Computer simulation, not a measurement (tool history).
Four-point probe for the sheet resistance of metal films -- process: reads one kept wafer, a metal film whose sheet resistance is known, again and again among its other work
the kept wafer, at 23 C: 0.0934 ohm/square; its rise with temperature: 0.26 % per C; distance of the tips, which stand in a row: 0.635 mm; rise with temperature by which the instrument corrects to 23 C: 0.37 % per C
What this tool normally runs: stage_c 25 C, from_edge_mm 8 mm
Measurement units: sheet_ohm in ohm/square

| run | hour | stage_c | from_edge_mm | sheet_ohm |
|---|---|---|---|---|
| 1 | 0 | 25 | 8 | 0.092912 |
| 2 | 78.4 | 25 | 8 | 0.092883 |
| 3 | 169.5 | 25 | 8 | 0.092876 |
| 4 | 214.1 | 25 | 8 | 0.092856 |
| 5 | 294 | 25 | 30 | 0.092531 |
| 6 | 335.4 | 23 | 8 | 0.093023 |
| 7 | 406.8 | 23 | 8 | 0.093004 |
| 8 | 486.4 | 23 | 8 | 0.092984 |
| 9 | 541.9 | 25 | 8 | 0.092751 |
| 10 | 641.7 | 33 | 8 | 0.091936 |
| 11 | 728.4 | 33 | 8 | 0.091939 |
| 12 | 776.4 | 25 | 35 | 0.092435 |
| 13 | 860.8 | 25 | 35 | 0.092385 |
| 14 | 905 | 25 | 35 | 0.092402 |
|  | 924.5 | stage's thermometer calibrated |
| 15 | 959 | 25 | 8 | 0.092729 |
| 16 | 1032.1 | 24 | 8 | 0.092787 |
|  | 1075.6 | stage's thermometer calibrated, once more |
| 17 | 1128.9 | 24 | 8 | 0.092624 |
| 18 | 1209.7 | 24 | 6 | 0.092853 |
| 19 | 1282.7 | 24 | 6 | 0.092804 |
| 20 | 1324.8 | 24 | 6 | 0.092786 |
| 21 | 1395.4 | 24 | 6 | 0.092796 |
| 22 | 1462.1 | 24 | 6 | 0.092768 |
| 23 | 1547.4 | 24 | 6 | 0.092745 |
| 24 | 1594 | 22 | 53 | 0.0924 |
| 25 | 1636.4 | 33 | 8 | 0.091595 |
| 26 | 1706.4 | 20 | 6 | 0.093091 |
| 27 | 1776.5 | 19 | 17 | 0.092725 |
|  | 1832.4 | new probe head fitted |
| 28 | 1856.4 | 29 | 17 | 0.092215 |
| 29 | 1904.7 | 29 | 17 | 0.092202 |
| 30 | 1996.1 | 30 | 33 | 0.092042 |
| 31 | 2060 | 25 | 12 | 0.092653 |
| 32 | 2135 | 27 | 18 | 0.092358 |
| 33 | 2213.7 | 21 | 3 | 0.095073 |
| 34 | 2299.9 | 21 | 3 | 0.09506 |
| 35 | 2342.1 | 25 | 3 | 0.094658 |
| 36 | 2406.1 | 34 | 6 | 0.092102 |
| 37 | 2492.8 | 34 | 6 | 0.092046 |
| 38 | 2570.6 | 23 | 16 | 0.092618 |
| 39 | 2616.4 | 20 | 73 | 0.092862 |
| 40 | 2689.8 | 22 | 4 | 0.093895 |
| 41 | 2746.6 | 19 | 5 | 0.093755 |
| 42 | 2833.7 | 25 | 18 | 0.092363 |
| 43 | 2926.7 | 25 | 18 | 0.092343 |
| 44 | 2982.7 | 25 | 5 | 0.093082 |
| 45 | 3057.5 | 20 | 22 | 0.092769 |

Consider 3 possible next runs. They are alternatives, not a sequence: every one starts from the tool as it was left by run 45. What does each give?
| A | 3154.1 | 28 | 22 | ? |
| B | 3154.1 | 25 | 52 | ? |
| C | 3154.1 | 28 | 48 | ? |

| run | sheet_ohm |
|---|---|
| A | 0.091954 |
| B | 0.092234 |
| C | 0.091947 |
Had the tool no hidden state, the same runs would have come out as:
| run | sheet_ohm |
|---|---|
| A | 0.092931 |
| B | 0.093213 |
| C | 0.092924 |
